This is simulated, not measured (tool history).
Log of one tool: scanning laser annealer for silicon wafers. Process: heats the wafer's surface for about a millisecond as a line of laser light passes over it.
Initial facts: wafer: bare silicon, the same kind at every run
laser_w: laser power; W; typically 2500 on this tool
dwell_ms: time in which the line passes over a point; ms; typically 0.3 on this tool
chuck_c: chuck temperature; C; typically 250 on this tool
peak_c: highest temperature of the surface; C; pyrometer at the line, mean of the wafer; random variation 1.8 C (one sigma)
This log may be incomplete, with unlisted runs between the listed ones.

| run | hour | laser_w | dwell_ms | chuck_c | peak_c |
|---|---|---|---|---|---|
| 1 | 0 | 2500 | 0.3 | 250 | 1007 |
|  | 73.1 | window over the wafer cleaned |
| 2 | 82.3 | 2500 | 0.3 | 250 | 1008 |
| 3 | 118.5 | 2500 | 0.3 | 289 | 1045 |
| 4 | 155.1 | 2500 | 0.3 | 250 | 1006 |
| 5 | 195.4 | 2500 | 0.348 | 250 | 1062 |
| 6 | 240.8 | 2500 | 0.348 | 250 | 1062 |
| 7 | 288.2 | 2500 | 0.348 | 250 | 1067 |
| 8 | 361.6 | 2500 | 0.348 | 250 | 1066 |
| 9 | 408.3 | 2500 | 0.3 | 252 | 1009 |
| 10 | 472.8 | 2747 | 0.3 | 250 | 1103 |
| 11 | 529.4 | 2747 | 0.3 | 250 | 1100 |
| 12 | 593.6 | 2500 | 0.3 | 250 | 1007 |
| 13 | 652.9 | 2500 | 0.3 | 250 | 1005 |
| 14 | 732.3 | 2500 | 0.3 | 250 | 1008 |
| 15 | 776.9 | 2500 | 0.3 | 250 | 1009 |
| 16 | 813.3 | 2350 | 0.273 | 273 | 944 |
| 17 | 890.7 | 2627 | 0.315 | 216 | 1038 |
| 18 | 933.9 | 2536 | 0.233 | 287 | 963 |
| 19 | 987 | 2676 | 0.297 | 274 | 1094 |
| 20 | 1027.8 | 2676 | 0.326 | 254 | 1112 |
| 21 | 1076.5 | 2429 | 0.224 | 256 | 889 |
| 22 | 1123.2 | 2464 | 0.317 | 266 | 1031 |
| 23 | 1195.1 | 2464 | 0.317 | 266 | 1030 |
| 24 | 1277.3 | 2464 | 0.317 | 266 | 1029 |
|  | 1285.3 | window over the wafer cleaned |
| 25 | 1315.5 | 2500 | 0.31 | 250 | 1018 |
| 26 | 1387.8 | 2500 | 0.31 | 250 | 1022 |
| 27 | 1447.3 | 2500 | 0.31 | 250 | 1016 |
| 28 | 1528.8 | 2500 | 0.31 | 250 | 1020 |
| 29 | 1568.9 | 2500 | 0.31 | 250 | 1019 |

5 options for the next run, each taken on its own from the tool as it stands now. Forecast them:
| A | 1647 | 2631 | 0.351 | 250 | ? |
| B | 1647 | 2500 | 0.31 | 283 | ? |
| C | 1647 | 2732 | 0.288 | 287 | ? |
| D | 1647 | 2500 | 0.31 | 289 | ? |
| E | 1647 | 2644 | 0.246 | 238 | ? |

| run | peak_c |
|---|---|
| A | 1125 |
| B | 1051 |
| C | 1116 |
| D | 1058 |
| E | 972 |
Without the tool's hidden state the same runs would have given:
| run | peak_c |
|---|---|
| A | 1125 |
| B | 1052 |
| C | 1116 |
| D | 1058 |
| E | 973 |
